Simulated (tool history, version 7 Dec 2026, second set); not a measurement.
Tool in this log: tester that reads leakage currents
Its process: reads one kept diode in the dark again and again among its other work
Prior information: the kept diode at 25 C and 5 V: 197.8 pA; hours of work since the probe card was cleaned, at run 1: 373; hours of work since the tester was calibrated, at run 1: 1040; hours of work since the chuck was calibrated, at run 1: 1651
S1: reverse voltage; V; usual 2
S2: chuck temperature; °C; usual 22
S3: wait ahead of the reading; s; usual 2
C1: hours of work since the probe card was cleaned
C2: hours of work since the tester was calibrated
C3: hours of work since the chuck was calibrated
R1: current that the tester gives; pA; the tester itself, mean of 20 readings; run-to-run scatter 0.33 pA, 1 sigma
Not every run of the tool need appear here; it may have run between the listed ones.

run,hour,S1,S2,S3,C1,C2,C3,R1
1,0,2,22,2,373,1040,1651,108.03
2,48.4,2,22,0.73,398,1066,1676,108.62
3,88.9,2,22,0.73,420,1087,1697,108.92
4,123,2,22,0.73,437,1105,1715,109.21
5,146,2,22,0.73,449,1117,1727,108.02
6,177.1,2,22,0.73,466,1133,1743,109.26
7,219.8,2,22,0.73,488,1155,1765,108.85
8,252.5,2,22,0.73,505,1172,1783,108.81
9,299.9,2,22,0.73,530,1197,1807,108.89
10,341.8,2,22,2,552,1219,1829,108.24
11,374.5,2,50,2,569,1236,1846,828.14
12,417.2,8.7,22,2,591,1258,1869,198.19
13,440.9,2,22,2,604,1271,1881,108.15
14,461.9,2,22,2,615,1282,1892,108.5
15,494.5,2,22,2,632,1299,1909,108.06
16,533.3,2,22,2,652,1319,1929,107.66
17,563.7,2,22,2,668,1335,1945,107.7
18,604.9,2,22,2,689,1356,1967,108.33
19,650,2,22,2,713,1380,1990,108.78
20,677.8,2,22,2,727,1395,2005,107.85
21,709.9,2,42,0.31,744,1411,2022,482.57
22,736.6,3.19,29,6.91,758,1425,2036,224.44
# hour 781.5: chuck's temperature calibrated
23,781.5,1.41,35,0.97,781,1448,0,252.85
24,830.6,1.41,35,0.97,806,1473,26,253.52
25,870.7,4.4,60,2.01,827,1494,47,2164.99
26,894,10.46,56,2.98,839,1507,59,2388.19

Run 27 has not been measured yet. What should we expect?
27,944.3,2.31,37,2,866,1533,85,?

Logged for run 27: R1 355.58 pA.
With the hidden condition absent and the run-to-run variation left alone, this run would have shown R1 355.59 pA.

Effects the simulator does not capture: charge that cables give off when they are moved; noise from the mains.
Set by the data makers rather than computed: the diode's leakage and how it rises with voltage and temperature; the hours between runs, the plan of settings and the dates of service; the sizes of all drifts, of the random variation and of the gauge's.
